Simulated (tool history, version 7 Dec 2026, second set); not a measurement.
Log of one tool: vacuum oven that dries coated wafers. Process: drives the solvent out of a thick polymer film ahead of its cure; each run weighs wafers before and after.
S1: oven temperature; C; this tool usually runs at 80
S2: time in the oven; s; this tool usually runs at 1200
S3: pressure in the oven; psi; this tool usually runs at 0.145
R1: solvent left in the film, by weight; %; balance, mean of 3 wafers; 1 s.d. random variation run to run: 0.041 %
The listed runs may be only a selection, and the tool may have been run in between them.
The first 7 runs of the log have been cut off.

Run 8, hour 245.6: usual settings. Result: R1 1.23 %.
Run 9, hour 273.5: usual settings. Result: R1 1.23 %.
Run 10, hour 298.9: usual settings. Result: R1 1.24 %.
Run 11, hour 320.3: usual settings but S2 780 s. Result: R1 2.28 %.
Run 12, hour 359.6: usual settings but S1 78 C, S2 780 s. Result: R1 2.65 %.
Run 13, hour 395.7: usual settings but S1 78 C, S2 780 s. Result: R1 2.66 %.
Run 14, hour 426.2: usual settings but S1 78 C, S2 780 s. Result: R1 2.62 %.
Run 15, hour 467.9: usual settings but S3 0.511 psi. Result: R1 2.90 %.
Run 16, hour 508.1: usual settings but S2 1560 s, S3 0.511 psi. Result: R1 2.63 %.
Run 17, hour 530.9: usual settings but S2 1560 s, S3 0.511 psi. Result: R1 2.55 %.
Run 18, hour 550.8: usual settings but S3 0.251 psi. Result: R1 1.78 %.
Run 19, hour 570.8: usual settings but S3 0.251 psi. Result: R1 1.65 %.
Run 20, hour 599.5: usual settings but S3 0.251 psi. Result: R1 1.67 %.
Run 21, hour 627.0: usual settings but S3 0.251 psi. Result: R1 1.81 %.
Run 22, hour 646.4: usual settings but S3 0.251 psi. Result: R1 1.76 %.
Run 23, hour 684.9: usual settings but S1 82 C, S2 2160 s, S3 0.453 psi. Result: R1 2.03 %.
Run 24, hour 727.5: usual settings but S1 88 C, S2 600 s, S3 0.344 psi. Result: R1 2.54 %.
Run 25, hour 769.3: usual settings but S1 88 C, S2 600 s, S3 0.344 psi. Result: R1 2.58 %.
Run 26, hour 808.8: usual settings but S1 88 C, S2 1560 s, S3 0.083 psi. Result: R1 0.34 %.
Run 27, hour 854.6: usual settings but S1 88 C, S2 1560 s, S3 0.083 psi. Result: R1 0.34 %.

What does the tool deliver on the next run?
Run 28, hour 899.1: usual settings but S2 1980 s. Result: R1 ?.

{"run 28": {"R1": 0.88}}
Minus the tool's unlogged condition, the same run would have read R1 0.78 %.
